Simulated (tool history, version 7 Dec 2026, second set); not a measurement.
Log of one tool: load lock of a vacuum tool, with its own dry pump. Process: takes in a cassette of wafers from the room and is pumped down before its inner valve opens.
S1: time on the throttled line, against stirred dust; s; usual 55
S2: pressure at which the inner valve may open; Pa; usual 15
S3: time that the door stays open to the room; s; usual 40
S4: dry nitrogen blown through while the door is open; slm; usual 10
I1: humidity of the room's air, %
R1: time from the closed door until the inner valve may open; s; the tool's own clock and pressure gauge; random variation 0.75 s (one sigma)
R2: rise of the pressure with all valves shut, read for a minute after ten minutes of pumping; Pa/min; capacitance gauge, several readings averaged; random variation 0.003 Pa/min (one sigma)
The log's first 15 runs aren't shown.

{"run": 16, "hour": 2735.3, "S1": 55, "S2": 15, "S3": 40, "S4": 8, "I1": 47.8, "R1": 114.5, "R2": 0.019}
{"run": 17, "hour": 2838.4, "S1": 30, "S2": 16, "S3": 28, "S4": 10, "I1": 45.1, "R1": 94.0, "R2": 0.021}
{"run": 18, "hour": 3078.9, "S1": 55, "S2": 11, "S3": 90, "S4": 32, "I1": 46.5, "R1": 115.8, "R2": 0.018}
{"run": 19, "hour": 3242.2, "S1": 43, "S2": 15, "S3": 90, "S4": 32, "I1": 44.1, "R1": 105.4, "R2": 0.023}
{"run": 20, "hour": 3414.8, "S1": 43, "S2": 15, "S3": 90, "S4": 32, "I1": 44.0, "R1": 104.9, "R2": 0.017}
{"run": 21, "hour": 3627.8, "S1": 102, "S2": 15, "S3": 40, "S4": 10, "I1": 49.3, "R1": 151.0, "R2": 0.021}
{"run": 22, "hour": 3747.2, "S1": 102, "S2": 15, "S3": 40, "S4": 10, "I1": 43.3, "R1": 147.6, "R2": 0.022}
{"run": 23, "hour": 3947.7, "S1": 55, "S2": 22, "S3": 231, "S4": 10, "I1": 47.7, "R1": 109.7, "R2": 0.047}
{"run": 24, "hour": 4099.6, "S1": 55, "S2": 22, "S3": 231, "S4": 10, "I1": 43.1, "R1": 111.6, "R2": 0.04}
{"run": 25, "hour": 4224.1, "S1": 90, "S2": 16, "S3": 231, "S4": 10, "I1": 43.4, "R1": 140.7, "R2": 0.039}
{"run": 26, "hour": 4470.0, "S1": 39, "S2": 10, "S3": 29, "S4": 42, "I1": 42.5, "R1": 104.7, "R2": 0.014}
{"run": 27, "hour": 4701.5, "S1": 43, "S2": 10, "S3": 66, "S4": 33, "I1": 43.6, "R1": 108.4, "R2": 0.014}
{"run": 28, "hour": 4839.2, "S1": 87, "S2": 15, "S3": 208, "S4": 10, "I1": 47.9, "R1": 138.3, "R2": 0.046}
{"run": 29, "hour": 4981.7, "S1": 75, "S2": 25, "S3": 61, "S4": 10, "I1": 43.9, "R1": 124.7, "R2": 0.021}
{"run": 30, "hour": 5147.4, "S1": 55, "S2": 14, "S3": 40, "S4": 8, "I1": 45.3, "R1": 113.9, "R2": 0.019}
{"run": 31, "hour": 5392.4, "S1": 54, "S2": 23, "S3": 29, "S4": 13, "I1": 44.1, "R1": 109.3, "R2": 0.012}

5 ways to go on from here, each from the tool as it stands after run 31. What would each give?
{"run": "A", "hour": 5599.3, "S1": 43, "S2": 23, "S3": 29, "S4": 13, "I1": 44.6, "R1": "?", "R2": "?"}
{"run": "B", "hour": 5599.3, "S1": 73, "S2": 23, "S3": 29, "S4": 18, "I1": 47.0, "R1": "?", "R2": "?"}
{"run": "C", "hour": 5599.3, "S1": 54, "S2": 23, "S3": 29, "S4": 11, "I1": 50.5, "R1": "?", "R2": "?"}
{"run": "D", "hour": 5599.3, "S1": 55, "S2": 24, "S3": 151, "S4": 14, "I1": 43.9, "R1": "?", "R2": "?"}
{"run": "E", "hour": 5599.3, "S1": 54, "S2": 23, "S3": 233, "S4": 19, "I1": 46.1, "R1": "?", "R2": "?"}

run=A R1=101.9 R2=0.018
run=B R1=123.2 R2=0.017
run=C R1=110.5 R2=0.022
run=D R1=110.2 R2=0.033
run=E R1=109.8 R2=0.037
Without the tool's hidden state the same runs would have given:
run=A R1=101.8 R2=0.017
run=B R1=123.1 R2=0.016
run=C R1=110.4 R2=0.021
run=D R1=110.1 R2=0.032
run=E R1=109.8 R2=0.036
